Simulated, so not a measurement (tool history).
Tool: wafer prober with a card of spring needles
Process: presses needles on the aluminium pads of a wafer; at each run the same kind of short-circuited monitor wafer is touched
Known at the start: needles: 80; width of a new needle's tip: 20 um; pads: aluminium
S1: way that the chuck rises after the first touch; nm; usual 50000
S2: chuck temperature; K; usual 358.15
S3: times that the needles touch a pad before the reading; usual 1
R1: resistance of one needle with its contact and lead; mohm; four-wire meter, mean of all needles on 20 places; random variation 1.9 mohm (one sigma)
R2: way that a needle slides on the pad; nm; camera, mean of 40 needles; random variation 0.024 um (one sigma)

run,hour,S1,S2,S3,R1,R2
1,0,50000,358.15,1,614,7780
# hour 10.3: tips cleaned on abrasive film
# hour 27.3: tips cleaned on abrasive film
# hour 44: tips cleaned on abrasive film
2,52.5,50000,358.15,1,829,7750
# hour 59: tips cleaned on abrasive film
# hour 76: tips cleaned on abrasive film
# hour 93: tips cleaned on abrasive film
# hour 106.7: tips cleaned on abrasive film
3,110.1,50000,358.15,1,662,7720
# hour 123.2: tips cleaned on abrasive film
# hour 140.3: tips cleaned on abrasive film
# hour 154.2: height of the first contact set anew
# hour 157.7: tips cleaned on abrasive film
# hour 174.6: tips cleaned on abrasive film
4,177.1,50000,358.15,1,479,7920
# hour 190.8: tips cleaned on abrasive film
# hour 206: tips cleaned on abrasive film
5,206,46000,358.15,1,292,7260
# hour 222.6: tips cleaned on abrasive film
# hour 238.1: tips cleaned on abrasive film
6,241.2,50000,358.15,1,524,7810
# hour 254.9: tips cleaned on abrasive film
# hour 270.3: tips cleaned on abrasive film
# hour 286.8: tips cleaned on abrasive film
# hour 300.4: tips cleaned on abrasive film
7,306.9,50000,358.15,1,729,7790
# hour 317.2: tips cleaned on abrasive film
# hour 330.9: tips cleaned on abrasive film
# hour 347.6: tips cleaned on abrasive film
8,347.6,50000,358.15,1,278,7710
# hour 361.3: tips cleaned on abrasive film
# hour 378.3: tips cleaned on abrasive film
# hour 392: tips cleaned on abrasive film
# hour 407.6: tips cleaned on abrasive film
9,412.1,50000,358.15,1,682,7690
# hour 422.4: tips cleaned on abrasive film
# hour 432.9: height of the first contact set anew
# hour 439.8: tips cleaned on abrasive film
# hour 454.9: tips cleaned on abrasive film
10,454.9,50000,358.15,1,255,7930
# hour 471.4: tips cleaned on abrasive film
# hour 488: tips cleaned on abrasive film
11,496.7,50000,358.15,1,841,7920
# hour 503.6: tips cleaned on abrasive film
# hour 520.7: tips cleaned on abrasive film
# hour 537.3: tips cleaned on abrasive film
# hour 552.7: tips cleaned on abrasive film
12,558.6,50000,358.15,2,543,7820
# hour 568.4: tips cleaned on abrasive film
# hour 584.5: tips cleaned on abrasive film
# hour 601.3: tips cleaned on abrasive film
13,610.4,50000,358.15,2,633,7800
# hour 617.3: tips cleaned on abrasive film
# hour 631: tips cleaned on abrasive film
14,640.4,50000,358.15,2,653,7760
# hour 647.3: tips cleaned on abrasive film
# hour 663.2: tips cleaned on abrasive film
# hour 676.9: tips cleaned on abrasive film
# hour 690.6: tips cleaned on abrasive film
15,693.6,61000,331.15,1,501,9430
# hour 707.3: tips cleaned on abrasive film
# hour 714.3: height of the first contact set anew
# hour 724.3: tips cleaned on abrasive film
# hour 740.7: tips cleaned on abrasive film
16,746,61000,310.15,1,592,9680
# hour 756.3: tips cleaned on abrasive film
# hour 773.3: tips cleaned on abrasive film
17,784.5,33000,358.15,1,2029,5140
# hour 788: tips cleaned on abrasive film
# hour 804.6: tips cleaned on abrasive film
# hour 821.6: tips cleaned on abrasive film
# hour 838.7: tips cleaned on abrasive film
18,840.5,33000,358.15,1,975,5130
# hour 853.7: tips cleaned on abrasive film
# hour 870.5: tips cleaned on abrasive film
19,884.1,50000,311.15,1,1121,7790
# hour 887.6: tips cleaned on abrasive film
# hour 904.6: tips cleaned on abrasive film
20,916,65000,312.15,1,716,10150
# hour 919.4: tips cleaned on abrasive film
# hour 936.5: tips cleaned on abrasive film
# hour 953.1: tips cleaned on abrasive film
# hour 967: tips cleaned on abrasive film
21,967,65000,312.15,1,221,10110
# hour 983.8: tips cleaned on abrasive film
# hour 994.3: height of the first contact set anew
# hour 1001.2: tips cleaned on abrasive film
# hour 1014.9: tips cleaned on abrasive film
22,1016.9,33000,312.15,2,653,5240
# hour 1030.2: tips cleaned on abrasive film
# hour 1046.3: tips cleaned on abrasive film
23,1046.9,38000,300.15,1,444,5980
# hour 1060.6: tips cleaned on abrasive film
# hour 1076.5: tips cleaned on abrasive film
# hour 1093.5: tips cleaned on abrasive film
24,1097.8,50000,324.15,1,795,7840
# hour 1107.7: tips cleaned on abrasive film
# hour 1123.9: tips cleaned on abrasive film
25,1137,44000,313.15,1,1402,6870
# hour 1140.5: tips cleaned on abrasive film
# hour 1157.6: tips cleaned on abrasive film
# hour 1173.5: tips cleaned on abrasive film
26,1173.5,44000,313.15,1,277,6820

Measured less the same run without the tool's hidden state. The same run-to-run variation is in both; the gauge's scatter may not be:
The hidden state here: debris on the tips, nm; way that the needles fall short of the set height, um; tips' diameter, um; drift of the gauge itself on contact_mohm, %; drift of the gauge itself on scrub_um, %.
run,R1,R2
1,+418,-150
2,+635,-200
3,+467,-270
4,+286,-30
5,+94,-70
6,+329,-100
7,+531,-180
8,+82,-240
9,+484,-300
10,+62,-30
11,+645,-60
12,+346,-140
13,+438,-190
14,+454,-220
15,+319,-290
16,+412,-40
17,+1813,-80
18,+762,-140
19,+938,-180
20,+536,-210
21,+44,-270
22,+451,-30
23,+255,-60
24,+606,-120
25,+1215,-150
26,+89,-200
